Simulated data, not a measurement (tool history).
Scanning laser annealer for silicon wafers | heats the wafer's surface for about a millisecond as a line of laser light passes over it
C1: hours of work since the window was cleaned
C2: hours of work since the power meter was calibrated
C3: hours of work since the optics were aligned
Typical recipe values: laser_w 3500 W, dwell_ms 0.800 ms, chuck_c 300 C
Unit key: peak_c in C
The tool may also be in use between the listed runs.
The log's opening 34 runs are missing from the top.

{"run": 35, "hour": 406.7, "laser_w": 3775, "dwell_ms": 0.779, "chuck_c": 300, "C1": 658, "C2": 553, "C3": 36, "peak_c": 1053}
{"run": 36, "hour": 421.6, "laser_w": 3775, "dwell_ms": 0.779, "chuck_c": 300, "C1": 665, "C2": 560, "C3": 44, "peak_c": 1058}
{"run": 37, "hour": 434.5, "laser_w": 3775, "dwell_ms": 0.779, "chuck_c": 300, "C1": 672, "C2": 567, "C3": 51, "peak_c": 1057}
{"run": 38, "hour": 446.3, "laser_w": 3500, "dwell_ms": 0.766, "chuck_c": 300, "C1": 678, "C2": 573, "C3": 57, "peak_c": 988}
{"run": 39, "hour": 463.1, "laser_w": 3739, "dwell_ms": 0.766, "chuck_c": 316, "C1": 687, "C2": 582, "C3": 65, "peak_c": 1053}
{"run": 40, "hour": 474.1, "laser_w": 3510, "dwell_ms": 0.826, "chuck_c": 316, "C1": 693, "C2": 588, "C3": 71, "peak_c": 1038}
{"run": 41, "hour": 488.4, "laser_w": 3510, "dwell_ms": 0.826, "chuck_c": 316, "C1": 700, "C2": 595, "C3": 79, "peak_c": 1039}
{"run": 42, "hour": 501.1, "laser_w": 3486, "dwell_ms": 0.845, "chuck_c": 300, "C1": 707, "C2": 602, "C3": 85, "peak_c": 1028}

Alternative continuations, all from the tool just after run 42; predict every row:
{"run": "A", "hour": 510.3, "laser_w": 3271, "dwell_ms": 0.858, "chuck_c": 269, "C1": 711, "C2": 606, "C3": 90, "peak_c": "?"}
{"run": "B", "hour": 510.3, "laser_w": 3486, "dwell_ms": 0.965, "chuck_c": 340, "C1": 711, "C2": 606, "C3": 90, "peak_c": "?"}
{"run": "C", "hour": 510.3, "laser_w": 3560, "dwell_ms": 0.831, "chuck_c": 275, "C1": 711, "C2": 606, "C3": 90, "peak_c": "?"}

run=A peak_c=949
run=B peak_c=1126
run=C peak_c=1007
The same runs, with their run-to-run variation unchanged, on a tool lacking any hidden condition would have given:
run=A peak_c=950
run=B peak_c=1128
run=C peak_c=1009
